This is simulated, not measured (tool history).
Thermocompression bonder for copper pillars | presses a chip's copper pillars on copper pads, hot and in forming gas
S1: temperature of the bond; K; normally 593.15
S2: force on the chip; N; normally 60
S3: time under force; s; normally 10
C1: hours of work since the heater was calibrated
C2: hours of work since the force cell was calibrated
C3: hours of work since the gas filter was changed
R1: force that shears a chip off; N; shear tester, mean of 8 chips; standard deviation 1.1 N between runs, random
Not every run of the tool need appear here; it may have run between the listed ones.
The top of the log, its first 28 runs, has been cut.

run,day,S1,S2,S3,C1,C2,C3,R1
29,33.388,593.15,60,14,989,1321,246,107.6
30,34.812,567.15,82,10,1009,1341,266,96.2
# day 35.654: forming gas filter changed
31,35.979,595.15,52,5,1025,1357,5,75.0
32,37.204,595.15,52,5,1042,1375,22,74.3
33,38.508,595.15,88,6,1061,1393,40,101.0
34,39.396,616.15,60,21,1073,1405,53,125.3
35,40.308,582.15,60,8,1086,1418,66,85.9
36,41.054,610.15,49,8,1097,1429,76,91.6
37,42.604,593.15,37,10,1119,1451,98,76.0
38,44.221,593.15,66,10,1141,1474,121,104.2

What if the next run were any one of these 3? Each begins from the tool's condition after run 38:
# day 45.333: heater calibrated with a thermocouple chip
A,45.333,575.15,43,21,0,1488,136,?
# day 45.333: heater calibrated with a thermocouple chip
B,45.333,593.15,69,19,0,1488,136,?
# day 45.333: heater calibrated with a thermocouple chip
C,45.333,613.15,49,21,0,1488,136,?

run,R1
A,92.0
B,121.6
C,118.3
With no hidden state in the tool, these same runs would have given:
run,R1
A,92.5
B,122.2
C,118.8

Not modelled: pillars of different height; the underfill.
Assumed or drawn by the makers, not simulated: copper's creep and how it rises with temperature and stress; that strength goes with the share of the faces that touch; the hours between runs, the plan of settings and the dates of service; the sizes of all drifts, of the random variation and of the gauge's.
